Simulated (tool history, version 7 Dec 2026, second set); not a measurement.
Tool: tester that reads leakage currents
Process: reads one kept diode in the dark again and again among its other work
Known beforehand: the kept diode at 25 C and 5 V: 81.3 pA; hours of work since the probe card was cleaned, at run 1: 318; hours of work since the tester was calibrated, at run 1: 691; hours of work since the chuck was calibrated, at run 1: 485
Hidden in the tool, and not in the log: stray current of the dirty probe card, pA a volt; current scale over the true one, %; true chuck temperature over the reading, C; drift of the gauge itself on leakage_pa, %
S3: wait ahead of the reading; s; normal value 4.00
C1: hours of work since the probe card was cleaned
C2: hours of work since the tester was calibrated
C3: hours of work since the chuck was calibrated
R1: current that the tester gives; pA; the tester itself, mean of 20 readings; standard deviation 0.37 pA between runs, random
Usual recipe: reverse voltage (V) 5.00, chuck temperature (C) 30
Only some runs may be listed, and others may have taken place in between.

Run 1, day 0.000: usual settings; C1 318; C2 691; C3 485. Result: R1 123.85 pA.
Run 2, day 4.962: usual settings; C1 412; C2 784; C3 579. Result: R1 124.95 pA.
Run 3, day 7.008: usual settings; C1 451; C2 823; C3 618. Result: R1 125.61 pA.
Run 4, day 11.142: usual settings; C1 529; C2 901; C3 696. Result: R1 126.23 pA.
Run 5, day 15.129: usual settings; C1 604; C2 976; C3 771. Result: R1 125.99 pA.
Run 6, day 18.262: usual settings; C1 663; C2 1036; C3 830. Result: R1 126.18 pA.
Run 7, day 22.142: usual settings; C1 737; C2 1109; C3 904. Result: R1 127.10 pA.
Run 8, day 25.588: usual settings; C1 802; C2 1174; C3 969. Result: R1 127.44 pA.
Run 9, day 28.521: usual settings; C1 857; C2 1229; C3 1024. Result: R1 128.36 pA.
Run 10, day 33.071: usual settings; C1 943; C2 1315; C3 1110. Result: R1 128.56 pA.
Run 11, day 37.112: usual settings but S3 7.25 s; C1 1019; C2 1392; C3 1186. Result: R1 128.90 pA.
Run 12, day 39.975: usual settings but S3 7.25 s; C1 1073; C2 1446; C3 1240. Result: R1 129.21 pA.
Run 13, day 43.821: usual settings but S3 0.37 s; C1 1146; C2 1518; C3 1313. Result: R1 135.15 pA.
Run 14, day 46.738: usual settings but chuck temperature (C) 36, S3 0.90 s; C1 1201; C2 1574; C3 1368. Result: R1 206.31 pA.
Run 15, day 50.642: usual settings but reverse voltage (V) 6.79, chuck temperature (C) 36, S3 1.33 s; C1 1275; C2 1647; C3 1442. Result: R1 237.75 pA.

What does the tool deliver on the next run?
Run 16, day 53.271: usual settings but reverse voltage (V) 6.79, chuck temperature (C) 36, S3 1.33 s; C1 1325; C2 1697; C3 1492. Result: R1 ?.

Run 16 produced R1 238.80 pA.
Had the tool carried no hidden state, the very same run would have given R1 224.86 pA.

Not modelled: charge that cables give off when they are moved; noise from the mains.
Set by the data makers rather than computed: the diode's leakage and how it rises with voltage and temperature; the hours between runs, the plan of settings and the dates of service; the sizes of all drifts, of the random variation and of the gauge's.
